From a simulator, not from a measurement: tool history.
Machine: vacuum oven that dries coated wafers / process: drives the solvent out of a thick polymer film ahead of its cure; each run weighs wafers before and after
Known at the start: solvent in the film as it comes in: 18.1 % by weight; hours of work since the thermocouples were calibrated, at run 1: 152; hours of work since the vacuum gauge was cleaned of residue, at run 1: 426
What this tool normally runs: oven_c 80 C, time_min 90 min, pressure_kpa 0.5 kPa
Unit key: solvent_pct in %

run,hour,oven_c,time_min,pressure_kpa,hours of work since the thermocouples were calibrated,hours of work since the vacuum gauge was cleaned of residue,solvent_pct
1,0,80,90,0.5,152,426,2.33
2,90,80,90,0.947,223,496,2.52
3,181.5,80,90,0.947,294,567,2.39
4,271.4,80,90,0.947,364,638,2.44
5,322.8,80,90,1.41,404,678,2.57
6,404.4,80,90,1.41,468,741,2.68
7,506.3,80,90,1.41,547,821,2.6
8,565.7,80,90,1.41,594,867,2.49
9,679.3,80,90,1.41,682,956,2.53
10,741.1,80,90,0.5,730,1004,2.2
11,792.6,80,90,0.5,771,1044,2.06
12,901.6,80,90,0.5,856,1129,2.09
13,960.3,80,90,0.5,901,1175,1.99
14,1015.7,80,90,0.5,945,1218,2
15,1085.6,80,90,0.5,999,1273,2
# hour 1110.7: oven's thermocouples calibrated
16,1158.9,80,90,0.5,38,1328,2.33
17,1237.5,80,90,0.5,99,1389,2.25
18,1296.2,80,90,0.5,145,1435,2.36
19,1411.3,80,90,0.5,234,1525,2.34
20,1489.8,80,90,1.266,296,1586,2.47
21,1567.2,80,90,1.266,356,1647,2.59
22,1626.9,80,90,1.266,403,1693,2.57
23,1742.8,80,90,1.266,493,1784,2.53
# hour 1801.6: vacuum gauge cleaned of residue and calibrated
24,1802.6,80,90,1.266,538,1,2.19
25,1850.5,74,129,0.318,576,38,1.61
26,1934.2,86,124,1.506,641,103,0.77
27,2046.3,77,90,0.5,728,191,2.51
28,2148.7,77,90,0.5,808,271,2.46
29,2258.3,75,149,0.992,894,356,1.28
30,2336.8,75,149,0.992,955,417,1.33
# hour 2419.3: oven's thermocouples calibrated
31,2436.8,77,149,0.639,14,494,1.44
32,2518.2,85,116,0.487,77,557,0.84
33,2622.2,84,85,1.329,158,638,2.12
34,2702.7,69,85,1.724,221,701,6.03
35,2781.7,67,58,0.483,283,763,8.08
36,2841,80,90,0.521,329,809,2.28
37,2927.9,80,90,0.521,397,877,2.26
38,3024.3,80,66,1.081,472,952,3.88
39,3106.3,71,90,1.274,536,1016,4.86
40,3165.9,93,65,0.356,582,1062,1.14
41,3235.7,76,65,0.356,637,1117,4.58
42,3288.2,76,129,0.53,678,1158,1.79
43,3402.9,80,90,0.324,767,1247,2.09
44,3484.3,80,90,0.324,831,1311,2.13
45,3551.7,80,90,0.324,883,1363,2.12
46,3651.4,75,94,0.923,961,1441,3.29
47,3713.6,75,144,0.67,1009,1490,1.61

What differs in the tool's unlogged condition from the final listed run ahead of each entry between runs to the first listed run following it?
Logged between run 15 and run 16: oven's thermocouples calibrated (hour 1110.7)
  true wafer temperature over the reading, C: 1.99 -> 0.58; true pressure over the reading, kPa: 0.442 -> 0.46
  difference, measured minus the result without the unlogged condition, solvent_pct: -0.2 -> +0.08 %
Logged between run 23 and run 24: vacuum gauge cleaned of residue and calibrated (hour 1801.6)
  true wafer temperature over the reading, C: 1.59 -> 1.69; true pressure over the reading, kPa: 0.616 -> -0.01
  difference, measured minus the result without the unlogged condition, solvent_pct: -0.07 -> -0.35 %
Logged between run 30 and run 31: oven's thermocouples calibrated (hour 2419.3)
  true wafer temperature over the reading, C: 2.64 -> -0.4; true pressure over the reading, kPa: 0.135 -> 0.164
  difference, measured minus the result without the unlogged condition, solvent_pct: -0.32 -> +0.14 %
